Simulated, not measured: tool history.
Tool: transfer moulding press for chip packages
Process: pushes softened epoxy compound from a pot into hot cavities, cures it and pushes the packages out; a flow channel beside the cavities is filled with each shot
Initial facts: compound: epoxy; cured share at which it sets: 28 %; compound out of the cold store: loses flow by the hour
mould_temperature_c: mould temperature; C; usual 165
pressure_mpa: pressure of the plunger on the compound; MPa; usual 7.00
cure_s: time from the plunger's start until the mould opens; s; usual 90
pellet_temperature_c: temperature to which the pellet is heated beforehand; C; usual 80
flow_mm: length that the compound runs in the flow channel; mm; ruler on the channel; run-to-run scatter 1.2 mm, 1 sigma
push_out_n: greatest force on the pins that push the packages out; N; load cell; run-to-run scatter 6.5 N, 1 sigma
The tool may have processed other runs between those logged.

run    hour  mould_temperature_c  pressure_mpa  cure_s  pellet_temperature_c  incoming compound's hours out of the cold store  flow_mm  push_out_n
  1     0.0                  165          7.00      90                    80                                             25.1      657         340
       40.3  -- cavities cleaned with cleaning compound and waxed
  2    48.3                  165          7.00      90                    80                                             12.5      703         328
  3    78.2                  165          7.00      90                    80                                             41.2      598         397
       98.7  -- cavities cleaned with cleaning compound and waxed
      104.5  -- mould's thermocouples calibrated
  4   143.6                  165          7.00      90                    80                                             33.3      620         397
      158.3  -- cavities cleaned with cleaning compound and waxed
  5   199.0                  165          7.00      90                    80                                             14.2      691         435
      217.1  -- cavities cleaned with cleaning compound and waxed
  6   263.1                  165          7.00     102                    80                                             36.0      606         352
      274.7  -- plunger's sealing rings changed
      276.2  -- cavities cleaned with cleaning compound and waxed
  7   303.4                  165          7.00     111                    80                                             24.8      667         324
      314.0  -- mould's thermocouples calibrated, once more
      337.0  -- cavities cleaned with cleaning compound and waxed
  8   369.0                  165          7.00      93                    80                                             14.8      702         380
      397.4  -- cavities cleaned with cleaning compound and waxed
  9   437.1                  165          7.00      90                    80                                             35.0      621         390
      456.3  -- cavities cleaned with cleaning compound and waxed
 10   489.0                  165          7.00      90                    80                                             38.8      607         380
      513.5  -- cavities cleaned with cleaning compound and waxed
 11   542.0                  165          7.00      90                    80                                             19.8      671         407
      574.1  -- cavities cleaned with cleaning compound and waxed
 12   596.1                  165          7.00      90                    80                                             36.9      606         363
      630.7  -- cavities cleaned with cleaning compound and waxed
 13   657.3                  165          7.00      90                    80                                             18.4      670         413
      687.9  -- cavities cleaned with cleaning compound and waxed
      699.0  -- plunger's sealing rings changed
 14   713.3                  165          8.79      81                    80                                             35.1      707         455
      750.3  -- cavities cleaned with cleaning compound and waxed
 15   780.5                  165          7.00      85                    80                                             37.0      618         426
      811.4  -- cavities cleaned with cleaning compound and waxed
      822.4  -- mould's thermocouples calibrated
 16   852.4                  165          7.00     109                    80                                             42.9      593         318
      874.4  -- cavities cleaned with cleaning compound and waxed
 17   914.8                  165          7.00     109                    80                                             10.8      709         337
      935.6  -- cavities cleaned with cleaning compound and waxed
 18   950.6                  165          7.00      90                    82                                             11.0      706         365
      992.2  -- cavities cleaned with cleaning compound and waxed
 19   992.2                  165          5.49      90                    80                                             39.3      531         260
     1053.9  -- cavities cleaned with cleaning compound and waxed
 20  1062.7                  165          7.49     121                    80                                              8.5      736         232
 21  1094.9                  165          6.66      96                    80                                             34.2      595         382
     1114.0  -- cavities cleaned with cleaning compound and waxed
     1122.4  -- plunger's sealing rings changed
 22  1140.6                  161          7.00      90                    80                                             17.5      712         535
     1174.7  -- cavities cleaned with cleaning compound and waxed
 23  1210.1                  161          8.62      90                    80                                             38.8      696         513
     1231.3  -- cavities cleaned with cleaning compound and waxed
 24  1265.6                  165          7.00      93                    80                                             10.1      718         399
     1289.3  -- cavities cleaned with cleaning compound and waxed
 25  1312.6                  172          5.65      93                    83                                             39.5      527         275
     1332.4  -- mould's thermocouples calibrated
     1348.9  -- cavities cleaned with cleaning compound and waxed
 26  1349.4                  164          8.30     120                    75                                             28.0      705         216

Alternative continuations, all from the tool just after run 26; predict every row:
     1406.2  -- cavities cleaned with cleaning compound and waxed
  A  1413.6                  164          7.12      81                    87                                             20.3        ?           ?
     1406.2  -- cavities cleaned with cleaning compound and waxed
  B  1413.6                  165          7.00      90                    90                                             36.3        ?           ?
     1406.2  -- cavities cleaned with cleaning compound and waxed
  C  1413.6                  159          7.00      87                    79                                             47.0        ?           ?
     1406.2  -- cavities cleaned with cleaning compound and waxed
  D  1413.6                  164          5.64     120                    88                                             40.8        ?           ?

run  flow_mm  push_out_n
  A      678         443
  B      609         279
  C      594         481
  D      534         231
Stripped of hidden state, with their random variation kept, the same runs would have yielded:
run  flow_mm  push_out_n
  A      695         372
  B      625         234
  C      609         404
  D      548         195
